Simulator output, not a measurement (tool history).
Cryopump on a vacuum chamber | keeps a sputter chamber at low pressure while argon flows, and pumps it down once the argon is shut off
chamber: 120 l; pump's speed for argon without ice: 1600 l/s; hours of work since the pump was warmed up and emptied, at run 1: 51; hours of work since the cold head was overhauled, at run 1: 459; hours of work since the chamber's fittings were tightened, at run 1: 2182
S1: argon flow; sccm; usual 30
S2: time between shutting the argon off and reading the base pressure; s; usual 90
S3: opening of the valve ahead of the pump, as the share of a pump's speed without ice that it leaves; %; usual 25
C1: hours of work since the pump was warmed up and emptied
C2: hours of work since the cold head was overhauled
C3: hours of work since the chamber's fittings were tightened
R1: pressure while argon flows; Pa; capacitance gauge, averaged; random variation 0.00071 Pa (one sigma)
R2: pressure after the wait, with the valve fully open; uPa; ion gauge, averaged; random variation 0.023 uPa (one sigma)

run,day,S1,S2,S3,C1,C2,C3,R1,R2
1,0.000,30,90,25,51,459,2182,0.1284,1.37
2,1.475,30,90,25,67,475,2198,0.1293,1.35
3,2.288,30,90,25,76,485,2207,0.1289,1.39
4,2.962,30,90,25,84,492,2215,0.1295,1.36
5,3.629,30,90,25,92,500,2222,0.1291,1.40
6,4.642,30,90,25,103,511,2234,0.1297,1.36
7,5.296,30,90,50,110,518,2241,0.0671,1.39
8,5.983,30,90,50,118,526,2249,0.0669,1.42
9,7.067,30,90,37,130,538,2261,0.0883,1.41
10,7.921,30,90,37,140,548,2270,0.0905,1.46
11,9.200,30,90,37,154,562,2285,0.0908,1.48
12,9.917,41,38,24,162,570,2293,0.1885,2.39
13,11.362,41,38,24,178,586,2309,0.1885,2.23
14,12.875,41,38,24,195,603,2326,0.1888,2.38
15,13.608,40,45,39,203,612,2334,0.1164,2.12
16,14.750,42,45,52,216,624,2347,0.0975,2.08
17,15.596,22,219,25,226,634,2356,0.0990,1.12
18,16.625,22,219,25,237,645,2368,0.0988,1.12
19,17.717,14,59,44,249,658,2380,0.0374,1.87
20,18.900,17,52,22,263,671,2393,0.0874,1.93
21,19.892,21,26,51,274,682,2405,0.0511,3.16
22,21.196,30,83,25,289,697,2419,0.1373,1.63

4 ways to go on from here, each from the tool as it stands after run 22. What would each give?
A,22.733,30,290,16,306,714,2437,?,?
B,22.733,16,253,25,306,714,2437,?,?
C,22.733,19,23,25,306,714,2437,?,?
D,22.733,38,90,25,306,714,2437,?,?

run,R1,R2
A,0.2115,1.21
B,0.0747,1.24
C,0.0882,3.49
D,0.1742,1.60
Without the tool's hidden state the same runs would have given:
run,R1,R2
A,0.1997,0.40
B,0.0684,0.42
C,0.0808,2.67
D,0.1594,0.79
